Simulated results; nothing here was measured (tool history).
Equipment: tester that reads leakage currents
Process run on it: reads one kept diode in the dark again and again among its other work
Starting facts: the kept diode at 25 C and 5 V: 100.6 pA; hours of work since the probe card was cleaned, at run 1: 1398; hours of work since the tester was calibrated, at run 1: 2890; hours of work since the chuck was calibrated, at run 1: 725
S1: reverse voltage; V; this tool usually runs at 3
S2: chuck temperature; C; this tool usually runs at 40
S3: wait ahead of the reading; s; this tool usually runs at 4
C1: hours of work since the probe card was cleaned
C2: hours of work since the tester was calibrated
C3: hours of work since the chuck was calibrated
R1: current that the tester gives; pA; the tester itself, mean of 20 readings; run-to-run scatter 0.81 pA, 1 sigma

run    hour     S1  S2    S3    C1    C2   C3       R1
  1       0      3  40     4  1398  2890  725   246.58
  2    76.7      3  40     4  1452  2944  779   244.02
  3   188.8      3  40     4  1531  3023  858    242.4
  4   309.9      3  40     4  1616  3109  944   238.86
  5   374.2      3  40     4  1661  3154  989   238.47
      401.2  -- chuck's temperature calibrated
  6   501.9      3  40     4  1750  3243   71   274.68
  7   566.6   3.24  40     4  1796  3288  117   287.12
  8   619.4      3  52     4  1833  3326  154   682.98
  9   687.8      3  21     4  1881  3374  202    59.28
      711.2  -- probe card cleaned and baked
 10   749.4      3  40     4    27  3415  243   271.83
 11   807.6      3  40     4    68  3456  284   268.68
 12   865.3      3  40     4   109  3497  325   270.15
 13   924.3      3  40   3.2   150  3538  367   268.42
 14   982.9      3  40     4   191  3580  408    265.6
 15  1058.8      3  40     4   245  3633  461    265.4
 16  1148.4      3  40     4   308  3696  525    261.4
 17  1217.6      3  40     4   357  3745  573   261.88
 18  1302.7   13.2  44     4   417  3805  633   849.49
 19  1385.8   13.2  23  0.89   475  3864  692   189.86
     1454.3  -- probe card cleaned and baked, once more
 20  1465.3      3  40  3.12     8  3917  746   242.63
 21  1572.7      3  43  0.56    83  3993  821   307.65
 22  1696.4      3  29  0.56   171  4080  909    95.14
 23  1770.5   9.15  56     4   223  4133  961  1551.99
     1836.7  -- chuck's temperature calibrated
 24  1879.6   9.15  56     4   298  4208   30  1767.79
 25  1968.2   9.15  56     4   361  4270   93  1741.04
     2014.6  -- tester calibrated
 26  2080.9   1.32  47     4   439    47  171   289.16
 27  2177.1   5.63  45  1.25   507   115  238    567.6
 28  2234.6   2.49  52  1.15   547   155  279   603.94
 29  2331.7      3  53  2.48   616   223  347   717.31
 30  2441.8  13.48  53  1.01   693   301  425  1693.02

3 options for the next run, each taken on its own from the tool as it stands now. Forecast them:
  A  2520.7  13.48  47  1.01  749  357  481   ?
  B  2520.7      3  29  4.23  749  357  481   ?
  C  2520.7      3  46  7.43  749  357  481   ?

run       R1
  A  1072.82
  B   103.25
  C   415.76
Take away the tool's hidden state, keep each run's random variation, and the runs would have read:
run       R1
  A  1122.05
  B   106.84
  C    437.6
